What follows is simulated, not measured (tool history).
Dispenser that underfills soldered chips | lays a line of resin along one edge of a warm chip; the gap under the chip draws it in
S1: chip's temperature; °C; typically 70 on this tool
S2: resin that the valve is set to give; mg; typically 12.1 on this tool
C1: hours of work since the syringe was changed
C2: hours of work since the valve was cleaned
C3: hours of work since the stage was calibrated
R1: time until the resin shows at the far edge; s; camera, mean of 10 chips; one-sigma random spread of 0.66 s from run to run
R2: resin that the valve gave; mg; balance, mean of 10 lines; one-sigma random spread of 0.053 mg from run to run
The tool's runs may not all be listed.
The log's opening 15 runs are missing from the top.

| run | hour | S1 | S2 | C1 | C2 | C3 | R1 | R2 |
|---|---|---|---|---|---|---|---|---|
|  | 185.1 | new syringe of resin |
| 16 | 188.9 | 70 | 12.1 | 2 | 31 | 141 | 68.0 | 11.79 |
| 17 | 195.7 | 66 | 14.1 | 7 | 35 | 145 | 98.6 | 13.76 |
|  | 202.8 | new syringe of resin |
| 18 | 203.6 | 59 | 13.1 | 1 | 40 | 150 | 100.4 | 12.75 |
|  | 209.4 | dispensing valve cleaned and set on the balance |
| 19 | 213.9 | 74 | 11.9 | 6 | 3 | 155 | 68.3 | 11.85 |
|  | 221.3 | new syringe of resin |
| 20 | 221.9 | 67 | 13.8 | 0 | 8 | 160 | 69.0 | 13.74 |
| 21 | 229.4 | 68 | 12.5 | 5 | 12 | 165 | 85.3 | 12.35 |
|  | 238.4 | new syringe of resin |
| 22 | 241.1 | 62 | 11.8 | 2 | 19 | 172 | 92.1 | 11.68 |
|  | 255.8 | new syringe of resin |
| 23 | 257.3 | 81 | 15.1 | 1 | 29 | 182 | 39.3 | 14.88 |
| 24 | 271.7 | 81 | 11.7 | 10 | 38 | 191 | 61.8 | 11.47 |
|  | 272.8 | new syringe of resin |
|  | 280.9 | dispensing valve cleaned and set on the balance |
| 25 | 288.9 | 56 | 12.0 | 9 | 5 | 201 | 178.0 | 11.92 |
|  | 290.6 | new syringe of resin |
| 26 | 297.7 | 56 | 12.0 | 4 | 10 | 206 | 138.8 | 11.94 |
|  | 307.6 | new syringe of resin |
| 27 | 307.6 | 56 | 12.0 | 0 | 16 | 212 | 113.8 | 11.96 |
| 28 | 315.7 | 56 | 12.0 | 5 | 21 | 217 | 143.6 | 11.83 |
|  | 324.7 | new syringe of resin |
| 29 | 325.2 | 66 | 14.5 | 0 | 27 | 223 | 72.3 | 14.23 |
| 30 | 340.9 | 81 | 12.3 | 10 | 37 | 233 | 61.5 | 12.00 |
|  | 342.1 | new syringe of resin |
|  | 352.3 | dispensing valve cleaned and set on the balance |
| 31 | 352.3 | 70 | 12.1 | 6 | 0 | 239 | 79.6 | 12.18 |

5 options for the next run, each taken on its own from the tool as it stands now. Forecast them:
|  | 360.0 | new syringe of resin |
| A | 360.4 | 57 | 11.7 | 0 | 5 | 244 | ? | ? |
|  | 360.0 | new syringe of resin |
| B | 360.4 | 60 | 11.0 | 0 | 5 | 244 | ? | ? |
|  | 360.0 | new syringe of resin |
| C | 360.4 | 70 | 11.0 | 0 | 5 | 244 | ? | ? |
|  | 360.0 | new syringe of resin |
| D | 360.4 | 70 | 14.5 | 0 | 5 | 244 | ? | ? |
|  | 360.0 | new syringe of resin |
| E | 360.4 | 69 | 11.5 | 0 | 5 | 244 | ? | ? |

| run | R1 | R2 |
|---|---|---|
| A | 113.8 | 11.67 |
| B | 102.4 | 11.01 |
| C | 62.7 | 11.02 |
| D | 62.3 | 14.47 |
| E | 65.6 | 11.49 |
Without the tool's hidden state the same runs would have given:
| run | R1 | R2 |
|---|---|---|
| A | 105.3 | 11.67 |
| B | 94.9 | 11.02 |
| C | 58.2 | 11.03 |
| D | 57.9 | 14.48 |
| E | 60.9 | 11.50 |
